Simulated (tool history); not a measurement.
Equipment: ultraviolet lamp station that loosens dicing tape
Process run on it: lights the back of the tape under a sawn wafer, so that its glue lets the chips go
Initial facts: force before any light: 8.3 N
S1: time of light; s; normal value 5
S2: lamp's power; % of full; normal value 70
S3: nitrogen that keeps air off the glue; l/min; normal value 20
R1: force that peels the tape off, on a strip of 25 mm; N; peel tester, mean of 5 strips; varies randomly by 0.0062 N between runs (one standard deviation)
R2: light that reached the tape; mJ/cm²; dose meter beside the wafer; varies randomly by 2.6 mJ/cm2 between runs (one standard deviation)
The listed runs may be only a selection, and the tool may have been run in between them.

run   hour  S1  S2  S3     R1   R2
  1      0   5  70  20  0.234  309
  2   18.9   5  70  20  0.245  311
  3   35.5   5  74  20  0.205  325
  4   48.5   5  70  20  0.245  312
  5   67.2   5  70  20  0.243  308
  6   89.6   5  70  20  0.231  304
     110.9  -- window cleaned of glue's vapour
  7  111.9   5  76  20  0.196  326
  8  132.2   5  76  20    0.2  325
  9  141.6   5  76  20  0.206  329
 10  155.9   5  76  20  0.208  328
 11  166.6   5  76  20  0.216  328
 12  184.1   5  70  15  0.351  302
 13  202.7   5  70  20  0.288  298
     211.5  -- window cleaned of glue's vapour, once more
 14  214.3   5  70  17  0.254  318
 15  228.9   5  70  17  0.261  319
 16    251   5  70  17  0.256  313
 17  268.6   3  70  20  0.824  189
 18  290.6   5  70  29  0.171  315
 19    301   5  70  29  0.183  316
 20  311.6   5  70  20  0.234  313
 21  331.4   5  70  20  0.229  314
 22  350.9  10  73  10  0.066  658
 23  371.6   5  84  20  0.139  374
 24  388.6   3  63  20  1.126  170
 25  409.6   3  63  20  1.125  170
 26  423.4   5  70  28  0.179  309
 27  435.4   4  70  16  0.542  248
 28  455.2   4  70  16  0.535  251
 29  473.9   4  70  16  0.536  246
 30  483.4   3  70  16  1.032  191
 31  494.7   5  92  22  0.105  408
 32  513.6   5  92  22   0.11  406
 33  530.8   9  92  31  0.048  737
 34  550.8   4  97  23  0.158  338
 35  572.8   4  97  23  0.164  338
 36  591.3   4  70  20  0.453  243
 37  612.2   4  70   8  0.931  245
 38  623.2   8  66  18  0.089  466
 39    637   3  86  15  0.716  226
 40    659   6  70  20  0.152  360
 41    671   7  74  18  0.096  449
 42  685.1   7  74  18  0.099  450

A few steps of R1 between consecutive runs. Split each: what settings, incoming material and random variation would produce without the hidden state, and what is left over for the hidden state, along with gauge scatter present in only one of the two compared results (measured, and without hidden state):
The tool's hidden condition here consists of: lamp's light, % of a new lamp's; light that the window lets through, % of a clean one's; drift of the gauge itself on peel_n, %; drift of the gauge itself on dose_mj_cm2, %.
Run 23 -> 24: S1 5 -> 3, S2 84 -> 63. R1 +0.987 N: hidden state +0.152, all else +0.835.
Run 25 -> 26: S1 3 -> 5, S2 63 -> 70, S3 20 -> 28. R1 -0.946 N: hidden state -0.142, all else -0.804.
Run 30 -> 31: S1 3 -> 5, S2 70 -> 92, S3 16 -> 22. R1 -0.927 N: hidden state -0.165, all else -0.762.
Run 37 -> 38: S1 4 -> 8, S2 70 -> 66, S3 8 -> 18. R1 -0.842 N: hidden state -0.18, all else -0.662.

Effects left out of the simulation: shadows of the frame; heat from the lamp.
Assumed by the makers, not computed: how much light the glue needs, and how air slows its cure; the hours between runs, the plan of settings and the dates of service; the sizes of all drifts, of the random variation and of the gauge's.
